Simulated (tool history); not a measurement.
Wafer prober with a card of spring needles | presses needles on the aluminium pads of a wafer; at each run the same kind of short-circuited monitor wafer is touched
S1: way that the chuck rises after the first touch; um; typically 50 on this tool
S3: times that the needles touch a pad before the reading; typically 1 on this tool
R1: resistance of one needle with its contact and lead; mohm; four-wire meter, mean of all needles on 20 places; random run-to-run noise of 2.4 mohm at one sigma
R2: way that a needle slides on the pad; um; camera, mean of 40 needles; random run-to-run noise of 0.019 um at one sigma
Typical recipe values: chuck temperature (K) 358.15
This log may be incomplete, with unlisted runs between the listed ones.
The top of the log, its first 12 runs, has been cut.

-- hour=281.6 tips cleaned on abrasive film
run 13 hour=303.1 | S1=52 chuck_temperature_(K)=358.15 S3=1 | R1=326 R2=6.49
-- hour=306.2 tips cleaned on abrasive film
run 14 hour=327.7 | S1=52 chuck_temperature_(K)=358.15 S3=1 | R1=320 R2=6.5
-- hour=331 tips cleaned on abrasive film
run 15 hour=349.8 | S1=52 chuck_temperature_(K)=358.15 S3=1 | R1=324 R2=6.46
-- hour=354.9 tips cleaned on abrasive film
run 16 hour=374.5 | S1=50 chuck_temperature_(K)=358.15 S3=1 | R1=321 R2=6.19
-- hour=379.3 tips cleaned on abrasive film
-- hour=402.1 tips cleaned on abrasive film
run 17 hour=410.4 | S1=62 chuck_temperature_(K)=375.15 S3=1 | R1=304 R2=7.69
-- hour=424.5 tips cleaned on abrasive film
run 18 hour=441.5 | S1=62 chuck_temperature_(K)=391.15 S3=1 | R1=313 R2=7.69
-- hour=448.6 tips cleaned on abrasive film
-- hour=451.5 height of the first contact set anew, once more
run 19 hour=461.4 | S1=62 chuck_temperature_(K)=391.15 S3=1 | R1=312 R2=8.03
-- hour=471.4 tips cleaned on abrasive film
-- hour=495.8 tips cleaned on abrasive film
run 20 hour=503.1 | S1=68 chuck_temperature_(K)=391.15 S3=1 | R1=299 R2=8.81
-- hour=520.1 tips cleaned on abrasive film
run 21 hour=520.3 | S1=68 chuck_temperature_(K)=391.15 S3=1 | R1=287 R2=8.76
-- hour=543 tips cleaned on abrasive film
run 22 hour=545.4 | S1=68 chuck_temperature_(K)=345.15 S3=2 | R1=278 R2=8.81
-- hour=566 tips cleaned on abrasive film
run 23 hour=570 | S1=36 chuck_temperature_(K)=313.15 S3=2 | R1=292 R2=4.59
-- hour=590.5 tips cleaned on abrasive film
run 24 hour=604.6 | S1=30 chuck_temperature_(K)=381.15 S3=3 | R1=328 R2=3.82
-- hour=614.4 tips cleaned on abrasive film
-- hour=636.9 tips cleaned on abrasive film
run 25 hour=636.9 | S1=59 chuck_temperature_(K)=301.15 S3=2 | R1=263 R2=7.53
-- hour=661.4 tips cleaned on abrasive film
run 26 hour=670.6 | S1=65 chuck_temperature_(K)=396.15 S3=1 | R1=302 R2=8.31
-- hour=685.1 tips cleaned on abrasive film
run 27 hour=705.7 | S1=65 chuck_temperature_(K)=396.15 S3=1 | R1=311 R2=8.3
-- hour=707.7 tips cleaned on abrasive film
-- hour=729.9 tips cleaned on abrasive film
run 28 hour=734.4 | S1=65 chuck_temperature_(K)=332.15 S3=1 | R1=277 R2=8.25
-- hour=752.5 tips cleaned on abrasive film
run 29 hour=758.7 | S1=55 chuck_temperature_(K)=342.15 S3=1 | R1=294 R2=6.91
-- hour=775.2 tips cleaned on abrasive film
run 30 hour=792.9 | S1=37 chuck_temperature_(K)=348.15 S3=1 | R1=356 R2=4.61
-- hour=797.5 tips cleaned on abrasive film
-- hour=797.8 height of the first contact set anew
run 31 hour=817.7 | S1=60 chuck_temperature_(K)=371.15 S3=1 | R1=310 R2=7.84
-- hour=822.2 tips cleaned on abrasive film
-- hour=846.3 tips cleaned on abrasive film
run 32 hour=850.5 | S1=42 chuck_temperature_(K)=371.15 S3=2 | R1=310 R2=5.45

4 ways to go on from here, each from the tool as it stands after run 32. What would each give?
-- hour=869.7 tips cleaned on abrasive film
run A hour=880.8 | S1=41 chuck_temperature_(K)=358.15 S3=1 | R1=? R2=?
-- hour=869.7 tips cleaned on abrasive film
run B hour=880.8 | S1=50 chuck_temperature_(K)=358.15 S3=1 | R1=? R2=?
-- hour=869.7 tips cleaned on abrasive film
run C hour=880.8 | S1=33 chuck_temperature_(K)=358.15 S3=2 | R1=? R2=?
-- hour=869.7 tips cleaned on abrasive film
run D hour=880.8 | S1=32 chuck_temperature_(K)=392.15 S3=2 | R1=? R2=?

run=A R1=333 R2=5.26
run=B R1=318 R2=6.45
run=C R1=337 R2=4.2
run=D R1=344 R2=4.13
Had the tool no hidden state, the same runs would have come out as:
run=A R1=278 R2=5.3
run=B R1=279 R2=6.49
run=C R1=286 R2=4.24
run=D R1=292 R2=4.17
